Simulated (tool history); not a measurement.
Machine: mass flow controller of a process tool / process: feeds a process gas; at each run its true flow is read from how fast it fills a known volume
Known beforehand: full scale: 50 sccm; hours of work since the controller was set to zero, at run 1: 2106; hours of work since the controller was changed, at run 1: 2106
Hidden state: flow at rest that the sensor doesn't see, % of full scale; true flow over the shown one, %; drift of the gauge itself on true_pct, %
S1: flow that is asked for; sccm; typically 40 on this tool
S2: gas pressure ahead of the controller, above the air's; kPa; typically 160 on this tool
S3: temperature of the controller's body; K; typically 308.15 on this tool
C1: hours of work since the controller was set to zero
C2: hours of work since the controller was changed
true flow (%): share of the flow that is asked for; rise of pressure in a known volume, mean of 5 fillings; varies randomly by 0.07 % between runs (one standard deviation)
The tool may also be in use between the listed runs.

Run 1, hour 0: usual settings; C1 2106; C2 2106. Result: true flow (%) 98.94.
Run 2, hour 139.5: usual settings; C1 2149; C2 2149. Result: true flow (%) 98.92.
Run 3, hour 244.9: usual settings but S3 307.15 K; C1 2182; C2 2182. Result: true flow (%) 98.87.
Run 4, hour 369.2: usual settings but S3 299.15 K; C1 2220; C2 2220. Result: true flow (%) 99.38.
Run 5, hour 473.5: usual settings but S3 299.15 K; C1 2252; C2 2252. Result: true flow (%) 99.4.
Run 6, hour 678.1: usual settings but S2 145 kPa, S3 299.15 K; C1 2316; C2 2316. Result: true flow (%) 99.14.
Run 7, hour 783: usual settings but S2 145 kPa, S3 299.15 K; C1 2348; C2 2348. Result: true flow (%) 98.91.
Run 8, hour 966: usual settings but S1 46 sccm; C1 2405; C2 2405. Result: true flow (%) 98.42.
Run 9, hour 1196.7: usual settings but S1 46 sccm; C1 2476; C2 2476. Result: true flow (%) 98.24.
Run 10, hour 1374.9: usual settings but S1 46 sccm; C1 2532; C2 2532. Result: true flow (%) 98.2.
Run 11, hour 1553.3: usual settings; C1 2587; C2 2587. Result: true flow (%) 97.93.
Run 12, hour 1760.6: usual settings; C1 2651; C2 2651. Result: true flow (%) 97.85.
Run 13, hour 1974.8: usual settings; C1 2717; C2 2717. Result: true flow (%) 97.48.
Run 14, hour 2089.7: usual settings; C1 2753; C2 2753. Result: true flow (%) 97.47.
Run 15, hour 2228.3: usual settings but S1 25 sccm; C1 2796; C2 2796. Result: true flow (%) 97.19.
Run 16, hour 2396.7: usual settings but S1 25 sccm; C1 2848; C2 2848. Result: true flow (%) 97.02.
Run 17, hour 2627.9: usual settings but S1 25 sccm; C1 2920; C2 2920. Result: true flow (%) 96.93.
Run 18, hour 2833.7: usual settings but S1 25 sccm; C1 2984; C2 2984. Result: true flow (%) 96.68.
Run 19, hour 3020.6: usual settings but S1 25 sccm; C1 3041; C2 3041. Result: true flow (%) 96.68.
Run 20, hour 3269.5: usual settings but S1 25 sccm; C1 3119; C2 3119. Result: true flow (%) 96.45.
At hour 3324.7: gauge calibrated.
Run 21, hour 3467.5: usual settings but S1 25 sccm; C1 3180; C2 3180. Result: true flow (%) 98.56.
Run 22, hour 3588: usual settings but S2 246 kPa; C1 3217; C2 3217. Result: true flow (%) 99.1.
Run 23, hour 3817.9: usual settings but S2 246 kPa; C1 3288; C2 3288. Result: true flow (%) 98.87.
Run 24, hour 3919.6: usual settings but S2 246 kPa; C1 3320; C2 3320. Result: true flow (%) 98.73.

Forecast run 25:
Run 25, hour 4104: usual settings but S1 16 sccm, S2 246 kPa, S3 297.15 K; C1 3377; C2 3377. Result: true flow (%) ?.

true flow (%): 98.9
The same run, on a tool lacking any hidden state, would have yielded true flow (%) 99.44.
